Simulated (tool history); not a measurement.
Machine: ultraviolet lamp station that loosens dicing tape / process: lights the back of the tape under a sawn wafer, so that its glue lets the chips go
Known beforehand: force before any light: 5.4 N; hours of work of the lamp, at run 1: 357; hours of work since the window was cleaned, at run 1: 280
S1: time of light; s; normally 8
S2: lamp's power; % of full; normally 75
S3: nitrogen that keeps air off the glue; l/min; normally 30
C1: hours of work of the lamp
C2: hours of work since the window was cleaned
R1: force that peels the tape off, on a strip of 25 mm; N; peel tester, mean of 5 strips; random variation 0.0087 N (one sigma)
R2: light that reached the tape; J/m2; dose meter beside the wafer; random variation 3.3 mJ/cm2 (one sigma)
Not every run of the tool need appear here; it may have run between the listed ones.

{"run": 1, "hour": 0.0, "S1": 8, "S2": 75, "S3": 30, "C1": 357, "C2": 280, "R1": 0.345, "R2": 5250}
{"run": 2, "hour": 21.6, "S1": 8, "S2": 75, "S3": 30, "C1": 366, "C2": 290, "R1": 0.357, "R2": 5270}
{"run": 3, "hour": 41.9, "S1": 8, "S2": 75, "S3": 30, "C1": 375, "C2": 299, "R1": 0.361, "R2": 5280}
{"run": 4, "hour": 59.0, "S1": 8, "S2": 75, "S3": 30, "C1": 383, "C2": 306, "R1": 0.366, "R2": 5220}
{"run": 5, "hour": 85.4, "S1": 8, "S2": 72, "S3": 30, "C1": 395, "C2": 318, "R1": 0.365, "R2": 5040}
{"run": 6, "hour": 97.2, "S1": 8, "S2": 72, "S3": 30, "C1": 400, "C2": 323, "R1": 0.384, "R2": 5030}
{"run": 7, "hour": 115.5, "S1": 8, "S2": 72, "S3": 30, "C1": 408, "C2": 332, "R1": 0.385, "R2": 5030}
{"run": 8, "hour": 127.3, "S1": 8, "S2": 72, "S3": 30, "C1": 413, "C2": 337, "R1": 0.38, "R2": 5080}
{"run": 9, "hour": 150.8, "S1": 8, "S2": 72, "S3": 30, "C1": 424, "C2": 347, "R1": 0.388, "R2": 5030}
{"run": 10, "hour": 169.2, "S1": 8, "S2": 72, "S3": 30, "C1": 432, "C2": 355, "R1": 0.386, "R2": 5010}
{"run": 11, "hour": 189.7, "S1": 8, "S2": 75, "S3": 30, "C1": 441, "C2": 364, "R1": 0.367, "R2": 5250}
{"run": 12, "hour": 200.9, "S1": 8, "S2": 75, "S3": 30, "C1": 446, "C2": 369, "R1": 0.352, "R2": 5280}
{"run": 13, "hour": 228.8, "S1": 8, "S2": 75, "S3": 30, "C1": 458, "C2": 382, "R1": 0.359, "R2": 5280}
{"run": 14, "hour": 250.6, "S1": 8, "S2": 75, "S3": 24, "C1": 468, "C2": 391, "R1": 0.407, "R2": 5300}
{"run": 15, "hour": 263.5, "S1": 8, "S2": 75, "S3": 24, "C1": 474, "C2": 397, "R1": 0.401, "R2": 5270}
{"run": 16, "hour": 286.4, "S1": 8, "S2": 75, "S3": 24, "C1": 484, "C2": 407, "R1": 0.4, "R2": 5270}
{"run": 17, "hour": 305.9, "S1": 8, "S2": 75, "S3": 30, "C1": 493, "C2": 416, "R1": 0.358, "R2": 5270}
{"run": 18, "hour": 319.0, "S1": 8, "S2": 75, "S3": 30, "C1": 498, "C2": 422, "R1": 0.372, "R2": 5330}
{"run": 19, "hour": 335.7, "S1": 8, "S2": 75, "S3": 30, "C1": 506, "C2": 429, "R1": 0.363, "R2": 5300}
{"run": 20, "hour": 354.3, "S1": 8, "S2": 75, "S3": 14, "C1": 514, "C2": 437, "R1": 0.528, "R2": 5270}
{"run": 21, "hour": 377.6, "S1": 8, "S2": 75, "S3": 30, "C1": 524, "C2": 448, "R1": 0.349, "R2": 5260}
{"run": 22, "hour": 393.1, "S1": 8, "S2": 75, "S3": 14, "C1": 531, "C2": 455, "R1": 0.565, "R2": 5290}
{"run": 23, "hour": 418.7, "S1": 10, "S2": 75, "S3": 14, "C1": 543, "C2": 466, "R1": 0.402, "R2": 6580}
{"run": 24, "hour": 445.0, "S1": 10, "S2": 75, "S3": 15, "C1": 554, "C2": 478, "R1": 0.371, "R2": 6590}
{"run": 25, "hour": 461.0, "S1": 14, "S2": 84, "S3": 22, "C1": 561, "C2": 485, "R1": 0.215, "R2": 10330}
{"run": 26, "hour": 481.2, "S1": 14, "S2": 84, "S3": 22, "C1": 570, "C2": 494, "R1": 0.233, "R2": 10390}
{"run": 27, "hour": 497.6, "S1": 14, "S2": 84, "S3": 22, "C1": 578, "C2": 501, "R1": 0.226, "R2": 10270}
{"run": 28, "hour": 524.3, "S1": 14, "S2": 68, "S3": 12, "C1": 590, "C2": 513, "R1": 0.296, "R2": 8350}
{"run": 29, "hour": 547.1, "S1": 14, "S2": 68, "S3": 12, "C1": 600, "C2": 523, "R1": 0.312, "R2": 8460}
{"run": 30, "hour": 574.3, "S1": 4, "S2": 83, "S3": 24, "C1": 612, "C2": 535, "R1": 1.03, "R2": 2930}
{"run": 31, "hour": 591.8, "S1": 5, "S2": 66, "S3": 50, "C1": 619, "C2": 543, "R1": 0.727, "R2": 2920}
{"run": 32, "hour": 608.4, "S1": 11, "S2": 85, "S3": 17, "C1": 627, "C2": 550, "R1": 0.269, "R2": 8250}
{"run": 33, "hour": 621.0, "S1": 11, "S2": 85, "S3": 17, "C1": 632, "C2": 556, "R1": 0.273, "R2": 8240}
{"run": 34, "hour": 648.1, "S1": 4, "S2": 92, "S3": 10, "C1": 645, "C2": 568, "R1": 1.342, "R2": 3260}
{"run": 35, "hour": 663.7, "S1": 8, "S2": 60, "S3": 30, "C1": 651, "C2": 575, "R1": 0.502, "R2": 4190}
{"run": 36, "hour": 686.0, "S1": 8, "S2": 64, "S3": 22, "C1": 661, "C2": 585, "R1": 0.539, "R2": 4480}
{"run": 37, "hour": 708.0, "S1": 8, "S2": 64, "S3": 22, "C1": 671, "C2": 594, "R1": 0.541, "R2": 4480}
{"run": 38, "hour": 723.1, "S1": 8, "S2": 84, "S3": 18, "C1": 678, "C2": 601, "R1": 0.398, "R2": 5880}
{"run": 39, "hour": 748.1, "S1": 5, "S2": 77, "S3": 17, "C1": 689, "C2": 612, "R1": 0.971, "R2": 3350}
{"run": 40, "hour": 773.6, "S1": 14, "S2": 90, "S3": 17, "C1": 700, "C2": 624, "R1": 0.233, "R2": 11030}
{"hour": 782.1, "done": "window cleaned of glue's vapour"}
{"run": 41, "hour": 792.2, "S1": 14, "S2": 90, "S3": 17, "C1": 708, "C2": 5, "R1": 0.234, "R2": 11050}
{"run": 42, "hour": 804.2, "S1": 8, "S2": 90, "S3": 17, "C1": 714, "C2": 10, "R1": 0.352, "R2": 6360}
{"run": 43, "hour": 828.6, "S1": 7, "S2": 90, "S3": 17, "C1": 724, "C2": 21, "R1": 0.473, "R2": 5510}

Describe how what the log doesn't record of the tool's condition differs between the last listed run preceding each entry between runs and the first listed run following it.
Logged between run 40 and run 41: window cleaned of glue's vapour (hour 782.1)
  light that the window lets through, % of a clean one's: 99.9 -> 100
